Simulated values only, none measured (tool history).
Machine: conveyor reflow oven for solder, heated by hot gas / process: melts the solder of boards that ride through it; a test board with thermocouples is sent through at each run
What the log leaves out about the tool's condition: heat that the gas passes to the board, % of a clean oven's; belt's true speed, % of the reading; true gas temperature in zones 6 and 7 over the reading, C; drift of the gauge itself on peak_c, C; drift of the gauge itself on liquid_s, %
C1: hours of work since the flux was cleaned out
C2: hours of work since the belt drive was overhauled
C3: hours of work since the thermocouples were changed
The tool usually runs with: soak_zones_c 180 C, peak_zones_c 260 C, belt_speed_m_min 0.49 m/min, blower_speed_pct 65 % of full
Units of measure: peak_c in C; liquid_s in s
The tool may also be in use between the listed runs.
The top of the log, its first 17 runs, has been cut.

At day 42.267: flux residue cleaned out of gas plates and filters, once more.
Run 18, day 43.642: usual settings but soak_zones_c 188 C, blower_speed_pct 80 % of full; C1 14; C2 685; C3 1054. Result: peak_c 251.9 C, liquid_s 72 s.
Run 19, day 47.171: usual settings but soak_zones_c 190 C, belt_speed_m_min 0.51 m/min, blower_speed_pct 80 % of full; C1 52; C2 723; C3 1091. Result: peak_c 250.8 C, liquid_s 68.9 s.
Run 20, day 50.188: usual settings but belt_speed_m_min 0.558 m/min, blower_speed_pct 57 % of full; C1 83; C2 754; C3 1123. Result: peak_c 238.9 C, liquid_s 43.8 s.
Run 21, day 52.854: usual settings but soak_zones_c 178 C, belt_speed_m_min 0.426 m/min, blower_speed_pct 82 % of full; C1 111; C2 782; C3 1151. Result: peak_c 253.1 C, liquid_s 79.3 s.
Run 22, day 55.425: usual settings but soak_zones_c 178 C, peak_zones_c 261 C, belt_speed_m_min 0.451 m/min, blower_speed_pct 82 % of full; C1 138; C2 809; C3 1178. Result: peak_c 253.3 C, liquid_s 73.2 s.
Run 23, day 58.275: usual settings but soak_zones_c 178 C, peak_zones_c 261 C, belt_speed_m_min 0.451 m/min, blower_speed_pct 82 % of full; C1 168; C2 839; C3 1208. Result: peak_c 252.9 C, liquid_s 73.9 s.
Run 24, day 60.875: usual settings but soak_zones_c 178 C, peak_zones_c 261 C, belt_speed_m_min 0.451 m/min, blower_speed_pct 82 % of full; C1 195; C2 866; C3 1235. Result: peak_c 253.6 C, liquid_s 74.2 s.
Run 25, day 63.121: usual settings but soak_zones_c 187 C, peak_zones_c 263 C, blower_speed_pct 68 % of full; C1 219; C2 890; C3 1259. Result: peak_c 250.8 C, liquid_s 67.9 s.
At day 64.883: thermocouples of zones 6 and 7 changed.
Run 26, day 65.712: usual settings but soak_zones_c 182 C, peak_zones_c 261 C, belt_speed_m_min 0.46 m/min, blower_speed_pct 70 % of full; C1 245; C2 916; C3 9. Result: peak_c 246.2 C, liquid_s 69.2 s.
Run 27, day 67.508: usual settings but peak_zones_c 262 C; C1 264; C2 935; C3 28. Result: peak_c 244.4 C, liquid_s 59.9 s.
Run 28, day 69.579: usual settings but soak_zones_c 183 C, belt_speed_m_min 0.472 m/min; C1 286; C2 957; C3 49. Result: peak_c 244.1 C, liquid_s 62.9 s.
Run 29, day 71.492: usual settings but soak_zones_c 183 C, belt_speed_m_min 0.472 m/min; C1 306; C2 977; C3 69. Result: peak_c 244.5 C, liquid_s 63.1 s.
Run 30, day 74.862: usual settings but soak_zones_c 183 C, belt_speed_m_min 0.472 m/min; C1 341; C2 1013; C3 105. Result: peak_c 243.9 C, liquid_s 63 s.

4 ways to go on from here, each from the tool as it stands after run 30. What would each give?
Run A, day 77.029: usual settings but soak_zones_c 183 C, peak_zones_c 259 C, belt_speed_m_min 0.472 m/min; C1 364; C2 1035; C3 128. Result: peak_c ?, liquid_s ?.
Run B, day 77.029: usual settings but peak_zones_c 274 C, blower_speed_pct 53 % of full; C1 364; C2 1035; C3 128. Result: peak_c ?, liquid_s ?.
Run C, day 77.029: usual settings but soak_zones_c 178 C, peak_zones_c 258 C, belt_speed_m_min 0.494 m/min; C1 364; C2 1035; C3 128. Result: peak_c ?, liquid_s ?.
Run D, day 77.029: usual settings but soak_zones_c 183 C, peak_zones_c 252 C, belt_speed_m_min 0.401 m/min; C1 364; C2 1035; C3 128. Result: peak_c ?, liquid_s ?.

run  peak_c  liquid_s
  A   242.7      60.8
  B   249.1      62.6
  C   240.1      52.5
  D   241.6      73.5
The same runs, with their run-to-run variation unchanged, on a tool lacking any hidden condition would have given:
run  peak_c  liquid_s
  A   244.6        63
  B   251.3      64.5
  C   242.3      55.5
  D     243      75.7
